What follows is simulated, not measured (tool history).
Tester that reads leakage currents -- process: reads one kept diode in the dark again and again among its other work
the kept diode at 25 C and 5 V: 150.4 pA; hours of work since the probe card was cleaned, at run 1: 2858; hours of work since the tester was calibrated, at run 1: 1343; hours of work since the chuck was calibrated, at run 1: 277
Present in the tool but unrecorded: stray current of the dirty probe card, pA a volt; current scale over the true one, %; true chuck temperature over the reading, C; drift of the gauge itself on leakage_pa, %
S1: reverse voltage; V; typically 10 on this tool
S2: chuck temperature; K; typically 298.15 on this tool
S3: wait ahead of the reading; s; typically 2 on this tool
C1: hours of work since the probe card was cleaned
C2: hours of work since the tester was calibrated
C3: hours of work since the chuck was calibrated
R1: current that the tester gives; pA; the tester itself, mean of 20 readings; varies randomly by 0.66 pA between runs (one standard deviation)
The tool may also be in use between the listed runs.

| run | hour | S1 | S2 | S3 | C1 | C2 | C3 | R1 |
|---|---|---|---|---|---|---|---|---|
| 1 | 0 | 10 | 298.15 | 2 | 2858 | 1343 | 277 | 233.57 |
| 2 | 30 | 10 | 298.15 | 0.32 | 2882 | 1367 | 301 | 238.03 |
| 3 | 64.9 | 10 | 298.15 | 0.32 | 2910 | 1394 | 328 | 238.07 |
| 4 | 99.9 | 10 | 295.15 | 2 | 2938 | 1422 | 356 | 182.78 |
| 5 | 126.5 | 10 | 298.15 | 1.26 | 2959 | 1444 | 378 | 236.8 |
|  | 131.1 | tester calibrated |
| 6 | 155.1 | 10 | 298.15 | 1.26 | 2980 | 19 | 399 | 238.24 |

The next listed run, before its measurement:
| 7 | 180.1 | 8.8 | 325.15 | 2 | 3000 | 39 | 419 | ? |

Run 7 came out at R1 1774.26 pA.
With no hidden state in the tool, this same run would have given R1 1674.78 pA.

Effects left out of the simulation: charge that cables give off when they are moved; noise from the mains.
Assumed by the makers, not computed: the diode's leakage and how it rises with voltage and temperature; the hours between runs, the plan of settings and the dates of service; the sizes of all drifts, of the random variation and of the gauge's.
